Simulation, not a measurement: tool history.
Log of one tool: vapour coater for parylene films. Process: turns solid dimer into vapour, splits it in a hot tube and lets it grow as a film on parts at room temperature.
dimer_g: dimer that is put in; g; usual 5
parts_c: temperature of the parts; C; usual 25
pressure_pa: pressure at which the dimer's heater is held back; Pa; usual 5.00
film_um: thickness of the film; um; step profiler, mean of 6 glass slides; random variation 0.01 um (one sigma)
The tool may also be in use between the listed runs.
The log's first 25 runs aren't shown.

run	hour	dimer_g	parts_c	pressure_pa	hours of work since the trap's valve was overhauled	hours of work since the table's thermometer was calibrated	film_um
26	457.4	7	25	9.43	96	912	3.77
27	468.8	5	30	2.31	104	919	2.67
28	482.7	8	30	6.92	113	929	3.84
29	500.5	8	30	6.92	125	941	3.78
30	525.5	8	30	3.83	142	957	4.03
31	539.0	6	25	3.39	151	966	3.53
32	560.4	8	25	8.26	165	981	4.30
33	577.2	8	25	8.26	176	992	4.28
34	599.3	8	25	8.26	191	1007	4.28
35	611.2	2	17	6.09	199	1015	1.40
36	635.8	2	23	6.09	216	1031	1.14
37	654.3	3	17	5.00	228	1044	2.10
38	669.3	3	17	5.00	238	1054	2.10
# hour 676.8: table's thermometer calibrated
39	689.0	3	31	6.70	251	8	1.33
40	712.5	3	31	6.70	266	24	1.32

4 ways to go on from here, each from the tool as it stands after run 40. What would each give?
A	733.8	5	25	9.93	281	38	?
B	733.8	3	28	2.46	281	38	?
C	733.8	4	20	5.48	281	38	?
D	733.8	3	31	4.97	281	38	?

run	film_um
A	2.51
B	1.58
C	2.47
D	1.35
Without the tool's hidden state the same runs would have given:
run	film_um
A	2.69
B	1.69
C	2.64
D	1.44
